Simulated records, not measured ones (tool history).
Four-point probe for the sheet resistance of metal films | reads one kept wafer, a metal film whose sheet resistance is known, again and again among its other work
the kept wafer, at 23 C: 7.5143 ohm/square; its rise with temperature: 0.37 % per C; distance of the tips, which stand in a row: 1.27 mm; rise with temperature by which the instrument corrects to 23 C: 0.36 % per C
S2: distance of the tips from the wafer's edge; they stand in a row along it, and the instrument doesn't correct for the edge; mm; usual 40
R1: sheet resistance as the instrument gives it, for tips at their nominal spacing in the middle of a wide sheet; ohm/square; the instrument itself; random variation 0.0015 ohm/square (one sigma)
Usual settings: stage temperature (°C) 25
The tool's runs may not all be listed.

Run 1, hour 0: usual settings. Result: R1 7.569042 ohm/square.
Run 2, hour 27.9: usual settings. Result: R1 7.570171 ohm/square.
Run 3, hour 86: usual settings. Result: R1 7.573944 ohm/square.
Run 4, hour 115.9: usual settings. Result: R1 7.571379 ohm/square.
Run 5, hour 160.8: usual settings but stage temperature (°C) 33. Result: R1 7.578456 ohm/square.
Run 6, hour 188.9: usual settings but stage temperature (°C) 19. Result: R1 7.570312 ohm/square.
Run 7, hour 221: usual settings. Result: R1 7.574133 ohm/square.
Run 8, hour 263.6: usual settings. Result: R1 7.574088 ohm/square.
Run 9, hour 292.8: usual settings. Result: R1 7.574581 ohm/square.
Run 10, hour 328.9: usual settings. Result: R1 7.575091 ohm/square.
Run 11, hour 389.9: usual settings but S2 15 mm. Result: R1 7.600103 ohm/square.
Run 12, hour 420.7: usual settings but S2 15 mm. Result: R1 7.60226 ohm/square.
Run 13, hour 460.9: usual settings but S2 15 mm. Result: R1 7.603754 ohm/square.
Run 14, hour 517.5: usual settings but S2 13 mm. Result: R1 7.614574 ohm/square.
Run 15, hour 563: usual settings but S2 13 mm. Result: R1 7.614638 ohm/square.
Run 16, hour 608: usual settings but S2 13 mm. Result: R1 7.613735 ohm/square.
Run 17, hour 652.5: usual settings but stage temperature (°C) 21, S2 13 mm. Result: R1 7.610672 ohm/square.
Run 18, hour 714.8: usual settings but S2 7 mm. Result: R1 7.709301 ohm/square.
Run 19, hour 763.1: usual settings. Result: R1 7.584214 ohm/square.
Run 20, hour 806.4: usual settings but stage temperature (°C) 21. Result: R1 7.580291 ohm/square.
Run 21, hour 839.2: usual settings. Result: R1 7.582656 ohm/square.
Run 22, hour 869.4: usual settings. Result: R1 7.584491 ohm/square.
Run 23, hour 907: usual settings. Result: R1 7.583284 ohm/square.
Run 24, hour 949.8: usual settings but S2 15 mm. Result: R1 7.610485 ohm/square.
Run 25, hour 1003.2: usual settings but stage temperature (°C) 22, S2 74 mm. Result: R1 7.581322 ohm/square.
Run 26, hour 1059.7: usual settings but stage temperature (°C) 19, S2 4 mm. Result: R1 7.967242 ohm/square.
Run 27, hour 1097.4: usual settings but stage temperature (°C) 31. Result: R1 7.593792 ohm/square.
Run 28, hour 1157.6: usual settings but stage temperature (°C) 34. Result: R1 7.59675 ohm/square.
Run 29, hour 1223.9: usual settings but stage temperature (°C) 34. Result: R1 7.596808 ohm/square.
Run 30, hour 1263.9: usual settings but stage temperature (°C) 24, S2 12 mm. Result: R1 7.631181 ohm/square.
Run 31, hour 1294.8: usual settings but stage temperature (°C) 24, S2 12 mm. Result: R1 7.633854 ohm/square.
Run 32, hour 1361.7: usual settings but stage temperature (°C) 31, S2 4 mm. Result: R1 7.98023 ohm/square.
Run 33, hour 1399.7: usual settings but S2 6 mm. Result: R1 7.767863 ohm/square.
Run 34, hour 1430.9: usual settings but S2 6 mm. Result: R1 7.768398 ohm/square.
Run 35, hour 1481.8: usual settings but stage temperature (°C) 30. Result: R1 7.59782 ohm/square.
Run 36, hour 1519.8: usual settings but stage temperature (°C) 30. Result: R1 7.600228 ohm/square.
Run 37, hour 1579.9: usual settings but stage temperature (°C) 23, S2 23 mm. Result: R1 7.60485 ohm/square.
Run 38, hour 1641.1: usual settings but S2 13 mm. Result: R1 7.63328 ohm/square.
Run 39, hour 1701.6: usual settings but stage temperature (°C) 20, S2 48 mm. Result: R1 7.590567 ohm/square.
Run 40, hour 1749.1: usual settings but stage temperature (°C) 27, S2 5 mm. Result: R1 7.850762 ohm/square.
Run 41, hour 1781.3: usual settings but stage temperature (°C) 19. Result: R1 7.593947 ohm/square.
Run 42, hour 1835.5: usual settings but S2 27 mm. Result: R1 7.604454 ohm/square.
Run 43, hour 1868.7: usual settings but S2 27 mm. Result: R1 7.605834 ohm/square.
Run 44, hour 1910.3: usual settings but S2 5 mm. Result: R1 7.851842 ohm/square.

Hidden state or all else? Some run-to-run changes of R1, split into what the settings, what came in and random variation would give without the hidden state, and what is left for the hidden state (with any gauge scatter that isn't in both results):
The hidden state here: inner tips' distance over the nominal, %; tips' flats over new ones', %; wafer's true temperature over the reading, C; drift of the gauge itself on sheet_ohm, %.
Run 25 -> 26: stage temperature (°C) 22 -> 19, S2 74 -> 4. R1 +0.38592 ohm/square: hidden state +0.004284, all else +0.381636.
Run 26 -> 27: stage temperature (°C) 19 -> 31, S2 4 -> 40. R1 -0.37345 ohm/square: hidden state -0.002777, all else -0.370673.
Run 31 -> 32: stage temperature (°C) 24 -> 31, S2 12 -> 4. R1 +0.346376 ohm/square: hidden state +0.00391, all else +0.342466.
Run 43 -> 44: S2 27 -> 5. R1 +0.246008 ohm/square: hidden state +0.003126, all else +0.242882.
